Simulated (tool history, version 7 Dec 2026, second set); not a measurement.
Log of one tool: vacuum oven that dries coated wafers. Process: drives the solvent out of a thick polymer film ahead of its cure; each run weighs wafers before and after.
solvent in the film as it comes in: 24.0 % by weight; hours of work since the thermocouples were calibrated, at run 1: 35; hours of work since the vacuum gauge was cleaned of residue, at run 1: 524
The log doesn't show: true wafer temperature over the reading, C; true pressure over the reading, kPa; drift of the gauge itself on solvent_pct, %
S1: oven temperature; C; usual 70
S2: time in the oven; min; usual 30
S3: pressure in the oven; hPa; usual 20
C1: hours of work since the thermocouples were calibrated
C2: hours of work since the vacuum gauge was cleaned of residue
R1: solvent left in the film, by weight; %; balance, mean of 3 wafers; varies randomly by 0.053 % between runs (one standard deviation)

run,hour,S1,S2,S3,C1,C2,R1
1,0,70,30,20,35,524,4.84
2,11.8,70,30,20,42,531,4.8
3,19.6,70,30,12.9,46,535,4.55
4,26.8,70,23,20,50,539,6.67
5,37.4,70,30,20,56,545,4.88
6,49.9,70,16,20,63,553,9.01
7,56.4,70,16,20,67,556,9.01
8,62,58,30,20,70,560,9.6
9,70.6,58,30,20,75,565,9.65
10,77.1,58,30,20,79,568,9.58
11,89,58,30,20,86,575,9.76
# hour 91.8: oven's thermocouples calibrated
12,97.3,81,30,20,3,579,1.69
13,107.9,81,30,20,9,585,1.7
14,118.1,70,30,20,15,591,4.78
# hour 122.5: oven's thermocouples calibrated, once more
15,132.2,70,30,20,6,598,4.96
16,139.6,70,30,20,10,602,4.82
17,149.9,70,30,20,16,608,4.86
18,159.2,82,30,20,21,613,1.6
19,168.7,82,30,20,27,619,1.65
20,177.2,82,30,20,31,624,1.63
21,185.3,82,30,20,36,628,1.57
22,195.8,80,19,12.1,42,634,4.21
23,207.9,80,19,12.1,49,641,4.14
24,214.1,70,30,24.2,53,645,5.03
25,219.2,71,37,32.9,56,648,3.69
26,230,68,46,10.7,62,654,2.82
27,242,74,26,78.6,69,661,5.78
28,247.5,62,16,25.1,72,664,12.24
29,259.5,62,16,25.1,79,671,12.3
30,267.8,76,24,16.2,84,676,4.2
31,273.5,67,19,24.3,87,679,9.27
32,281,70,38,20,91,683,3.54
33,290.3,70,38,20,97,689,3.52
34,297.9,70,16,78.5,101,693,10.45
35,307.2,70,16,78.5,106,698,10.45
36,316.4,76,15,78.5,112,704,8.28

What would each run have given without the hidden state, its run-to-run variation left as it was?
run,R1
1,4.87
2,4.83
3,4.58
4,6.72
5,4.93
6,9.08
7,9.08
8,9.65
9,9.71
10,9.64
11,9.82
12,1.74
13,1.75
14,4.91
15,4.92
16,4.78
17,4.82
18,1.57
19,1.62
20,1.61
21,1.55
22,4.21
23,4.14
24,5.02
25,3.66
26,2.79
27,5.79
28,12.24
29,12.31
30,4.21
31,9.29
32,3.53
33,3.52
34,10.49
35,10.49
36,8.33
